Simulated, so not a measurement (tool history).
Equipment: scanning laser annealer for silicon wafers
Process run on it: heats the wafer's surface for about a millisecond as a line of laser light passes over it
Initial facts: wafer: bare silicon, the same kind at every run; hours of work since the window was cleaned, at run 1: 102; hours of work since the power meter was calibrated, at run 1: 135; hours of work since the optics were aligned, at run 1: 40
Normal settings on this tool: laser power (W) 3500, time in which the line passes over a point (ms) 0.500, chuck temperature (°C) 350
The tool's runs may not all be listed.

run,hour,laser power (W),time in which the line passes over a point (ms),chuck temperature (°C),hours of work since the window was cleaned,hours of work since the power meter was calibrated,hours of work since the optics were aligned,highest temperature of the surface (°C)
1,0.0,3500,0.500,350,102,135,40,1079
2,28.8,3500,0.500,350,119,152,57,1078
3,55.0,2984,0.500,350,135,167,72,943
4,75.8,2984,0.433,350,147,179,84,904
5,109.1,2984,0.433,350,166,199,104,903
6,140.9,3500,0.500,350,185,217,123,1079
7,155.4,3500,0.500,350,194,226,131,1082
8,189.8,3500,0.500,350,214,246,151,1077
9,206.3,3500,0.500,350,223,256,161,1080
10,235.8,3500,0.500,311,241,273,178,1039
11,251.8,3500,0.500,311,250,282,188,1037
12,278.1,3500,0.500,311,266,298,203,1041
13,310.5,3500,0.500,311,285,317,222,1040
14,330.3,3355,0.500,350,296,329,234,1040
15,359.1,3500,0.500,350,313,345,250,1079
16,393.7,3500,0.500,350,333,366,271,1079
17,425.8,3500,0.500,350,352,384,290,1080
18,457.0,3500,0.500,350,370,403,308,1078
19,471.7,3500,0.420,356,379,411,317,1029
20,503.7,3500,0.420,356,398,430,335,1024
21,525.8,3793,0.359,342,411,443,348,1032
22,559.7,3237,0.439,344,431,463,368,961
23,582.5,3237,0.439,344,444,476,381,964
24,611.2,3500,0.500,369,461,493,398,1099
25,642.5,3442,0.376,371,479,512,417,994
26,674.9,3442,0.376,371,498,531,436,995
27,705.8,3442,0.376,371,516,549,454,993
28,722.9,3442,0.376,371,526,559,464,993
29,748.7,3210,0.376,371,541,574,479,941
30,773.1,3184,0.505,325,556,588,493,968
31,789.6,3724,0.500,350,565,598,503,1141
32,814.2,3096,0.406,320,580,612,517,884
33,828.9,3500,0.590,350,588,621,526,1139
34,844.2,3500,0.590,350,597,630,535,1135
35,878.7,3118,0.366,319,618,650,555,862
36,896.7,3118,0.366,319,628,661,566,863

Each row is a separate what-if for the run after 36, all from the same tool condition, not one after another. Results?
A,925.6,3118,0.562,319,645,678,583,?
B,925.6,3352,0.547,338,645,678,583,?
C,925.6,3500,0.371,350,645,678,583,?
D,925.6,3500,0.500,387,645,678,583,?

run,highest temperature of the surface (°C)
A,984
B,1056
C,982
D,1114
The same runs, with their run-to-run variation unchanged, on a tool lacking any hidden condition would have given:
run,highest temperature of the surface (°C)
A,984
B,1056
C,983
D,1114
